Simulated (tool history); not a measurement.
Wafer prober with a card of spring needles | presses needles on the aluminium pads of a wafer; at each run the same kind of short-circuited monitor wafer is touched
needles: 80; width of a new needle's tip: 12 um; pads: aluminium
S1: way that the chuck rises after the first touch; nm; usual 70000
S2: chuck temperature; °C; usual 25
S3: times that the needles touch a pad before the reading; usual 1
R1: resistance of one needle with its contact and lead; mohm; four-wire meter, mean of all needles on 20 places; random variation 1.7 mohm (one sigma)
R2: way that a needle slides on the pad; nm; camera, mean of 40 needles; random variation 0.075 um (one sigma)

run   hour     S1   S2  S3   R1     R2
  1    0.0  70000   25   1  169  14870
  2   60.7  70000  109   1  184  14950
  3  113.2  70000   87   1  181  14860
  4  145.8  75000   25   1  172  15840
  5  205.2  68000   25   1  172  14450
  6  233.4  68000   25   1  167  14450
  7  285.0  83000   25   1  172  17610
  8  365.4  83000   25   1  168  17770
  9  419.9  57000   25   1  171  12110
 10  455.1  50000   76   1  180  10630
 11  489.2  66000   36   2  171  14000
 12  556.1  66000   36   2  171  14100
 13  606.7  69000   33   1  169  14780
 14  655.1  88000  120   1  186  18740
 15  700.7  52000  117   2  189  10950

Not shown: 94 entries that the log had between the listed runs. Between which runs, and how does the tool's hidden state differ before and after?
Between runs 1 and 2: tips cleaned on abrasive film (hour 6.7); tips cleaned on abrasive film (hour 14.9); tips cleaned on abrasive film (hour 23.2); tips cleaned on abrasive film (hour 29.9); tips cleaned on abrasive film (hour 38.2); tips cleaned on abrasive film (hour 44.8); tips cleaned on abrasive film (hour 53.1); tips cleaned on abrasive film (hour 60.7)
  debris on the tips, nm: 0.4 -> 0.5; way that the needles fall short of the set height, um: 0.11 -> 0.12; tips' diameter, um: 12.09 -> 12.1; drift of the gauge itself on scrub_um, %: 0 -> -0.09
  measured less the result without the state, R2: -20 -> -40 nm
Between runs 2 and 3: tips cleaned on abrasive film (hour 69.0); tips cleaned on abrasive film (hour 75.6); tips cleaned on abrasive film (hour 83.9); tips cleaned on abrasive film (hour 90.6); tips cleaned on abrasive film (hour 98.9); tips cleaned on abrasive film (hour 107.1)
  debris on the tips, nm: 0.5 -> 4.9; way that the needles fall short of the set height, um: 0.12 -> 0.14; drift of the gauge itself on scrub_um, %: -0.09 -> -0.16
  measured less the result without the state, R2: -40 -> -50 nm
Between runs 3 and 4: tips cleaned on abrasive film (hour 115.0); tips cleaned on abrasive film (hour 123.2); tips cleaned on abrasive film (hour 131.5); tips cleaned on abrasive film (hour 138.2); tips cleaned on abrasive film (hour 145.8)
  debris on the tips, nm: 4.9 -> 0.6; way that the needles fall short of the set height, um: 0.14 -> 0.15; tips' diameter, um: 12.1 -> 12.11; drift of the gauge itself on scrub_um, %: -0.16 -> -0.21
  measured less the result without the state, R2: -50 -> -60 nm
Between runs 4 and 5: tips cleaned on abrasive film (hour 154.1); tips cleaned on abrasive film (hour 160.8); height of the first contact set anew (hour 162.7); tips cleaned on abrasive film (hour 167.7); tips cleaned on abrasive film (hour 176.0); tips cleaned on abrasive film (hour 184.3); tips cleaned on abrasive film (hour 191.0); tips cleaned on abrasive film (hour 199.3)
  debris on the tips, nm: 0.6 -> 4.7; way that the needles fall short of the set height, um: 0.15 -> 0.01; drift of the gauge itself on scrub_um, %: -0.21 -> -0.29
  measured less the result without the state, R2: -60 -> -50 nm
Between runs 5 and 6: tips cleaned on abrasive film (hour 206.9); tips cleaned on abrasive film (hour 213.6); tips cleaned on abrasive film (hour 221.9); tips cleaned on abrasive film (hour 228.5)
  debris on the tips, nm: 4.7 -> 3.9; way that the needles fall short of the set height, um: 0.01 -> 0.02; drift of the gauge itself on scrub_um, %: -0.29 -> -0.33
  measured less the result without the state, R2: -50 -> -50 nm
Between runs 6 and 7: tips cleaned on abrasive film (hour 236.7); tips cleaned on abrasive film (hour 243.4); tips cleaned on abrasive film (hour 251.7); tips cleaned on abrasive film (hour 258.3); tips cleaned on abrasive film (hour 266.6); tips cleaned on abrasive film (hour 273.3); tips cleaned on abrasive film (hour 279.9)
  debris on the tips, nm: 3.9 -> 4; way that the needles fall short of the set height, um: 0.02 -> 0.04; tips' diameter, um: 12.11 -> 12.12; drift of the gauge itself on scrub_um, %: -0.33 -> -0.4
  measured less the result without the state, R2: -50 -> -80 nm
Between runs 7 and 8: tips cleaned on abrasive film (hour 286.8); tips cleaned on abrasive film (hour 295.1); tips cleaned on abrasive film (hour 301.7); tips cleaned on abrasive film (hour 308.4); tips cleaned on abrasive film (hour 315.0); tips cleaned on abrasive film (hour 323.3); card fitted with new needles (hour 335.3); tips cleaned on abrasive film (hour 342.0); tips cleaned on abrasive film (hour 350.3); tips cleaned on abrasive film (hour 356.9); tips cleaned on abrasive film (hour 363.6)
  debris on the tips, nm: 4 -> 2.1; way that the needles fall short of the set height, um: 0.04 -> 0.01; tips' diameter, um: 12.12 -> 12; drift of the gauge itself on scrub_um, %: -0.4 -> -0.5
  measured less the result without the state, R2: -80 -> -90 nm
Between runs 8 and 9: tips cleaned on abrasive film (hour 370.4); tips cleaned on abrasive film (hour 377.1); tips cleaned on abrasive film (hour 383.7); tips cleaned on abrasive film (hour 392.0); tips cleaned on abrasive film (hour 400.3); tips cleaned on abrasive film (hour 408.6); tips cleaned on abrasive film (hour 416.9)
  debris on the tips, nm: 2.1 -> 2.9; way that the needles fall short of the set height, um: 0.01 -> 0.02; tips' diameter, um: 12 -> 12.01; drift of the gauge itself on scrub_um, %: -0.5 -> -0.57
  measured less the result without the state, R2: -90 -> -80 nm
Between runs 9 and 10: tips cleaned on abrasive film (hour 424.9); tips cleaned on abrasive film (hour 431.6); tips cleaned on abrasive film (hour 439.9); tips cleaned on abrasive film (hour 446.5); tips cleaned on abrasive film (hour 454.8)
  debris on the tips, nm: 2.9 -> 0.7; way that the needles fall short of the set height, um: 0.02 -> 0.03; drift of the gauge itself on scrub_um, %: -0.57 -> -0.62
  measured less the result without the state, R2: -80 -> -70 nm
Between runs 10 and 11: tips cleaned on abrasive film (hour 461.7); tips cleaned on abrasive film (hour 468.4); tips cleaned on abrasive film (hour 475.0); tips cleaned on abrasive film (hour 483.3)
  debris on the tips, nm: 0.7 -> 4.4; way that the needles fall short of the set height, um: 0.03 -> 0.04; drift of the gauge itself on scrub_um, %: -0.62 -> -0.67
  measured less the result without the state, R2: -70 -> -100 nm
Between runs 11 and 12: tips cleaned on abrasive film (hour 491.0); tips cleaned on abrasive film (hour 497.6); tips cleaned on abrasive film (hour 505.9); tips cleaned on abrasive film (hour 512.6); tips cleaned on abrasive film (hour 520.9); tips cleaned on abrasive film (hour 527.5); tips cleaned on abrasive film (hour 535.8); tips cleaned on abrasive film (hour 542.5); tips cleaned on abrasive film (hour 550.7)
  debris on the tips, nm: 4.4 -> 4.9; way that the needles fall short of the set height, um: 0.04 -> 0.06; tips' diameter, um: 12.01 -> 12.02; drift of the gauge itself on scrub_um, %: -0.67 -> -0.77
  measured less the result without the state, R2: -100 -> -120 nm
Between runs 12 and 13: tips cleaned on abrasive film (hour 557.8); tips cleaned on abrasive film (hour 564.5); tips cleaned on abrasive film (hour 572.8); tips cleaned on abrasive film (hour 581.1); tips cleaned on abrasive film (hour 587.7); tips cleaned on abrasive film (hour 596.0); tips cleaned on abrasive film (hour 604.3)
  debris on the tips, nm: 4.9 -> 2.9; way that the needles fall short of the set height, um: 0.06 -> 0.07; tips' diameter, um: 12.02 -> 12.03; drift of the gauge itself on scrub_um, %: -0.77 -> -0.84
  measured less the result without the state, R2: -120 -> -140 nm
Between runs 13 and 14: tips cleaned on abrasive film (hour 611.7); tips cleaned on abrasive film (hour 618.3); tips cleaned on abrasive film (hour 625.0); tips cleaned on abrasive film (hour 631.6); tips cleaned on abrasive film (hour 639.9); tips cleaned on abrasive film (hour 646.6); tips cleaned on abrasive film (hour 653.2)
  debris on the tips, nm: 2.9 -> 2.1; way that the needles fall short of the set height, um: 0.07 -> 0.09; drift of the gauge itself on scrub_um, %: -0.84 -> -0.91
  measured less the result without the state, R2: -140 -> -190 nm
Between runs 14 and 15: tips cleaned on abrasive film (hour 660.1); tips cleaned on abrasive film (hour 666.7); tips cleaned on abrasive film (hour 675.0); tips cleaned on abrasive film (hour 681.7); tips cleaned on abrasive film (hour 688.3); tips cleaned on abrasive film (hour 696.6)
  debris on the tips, nm: 2.1 -> 3.8; way that the needles fall short of the set height, um: 0.09 -> 0.1; drift of the gauge itself on scrub_um, %: -0.91 -> -0.97
  measured less the result without the state, R2: -190 -> -130 nm

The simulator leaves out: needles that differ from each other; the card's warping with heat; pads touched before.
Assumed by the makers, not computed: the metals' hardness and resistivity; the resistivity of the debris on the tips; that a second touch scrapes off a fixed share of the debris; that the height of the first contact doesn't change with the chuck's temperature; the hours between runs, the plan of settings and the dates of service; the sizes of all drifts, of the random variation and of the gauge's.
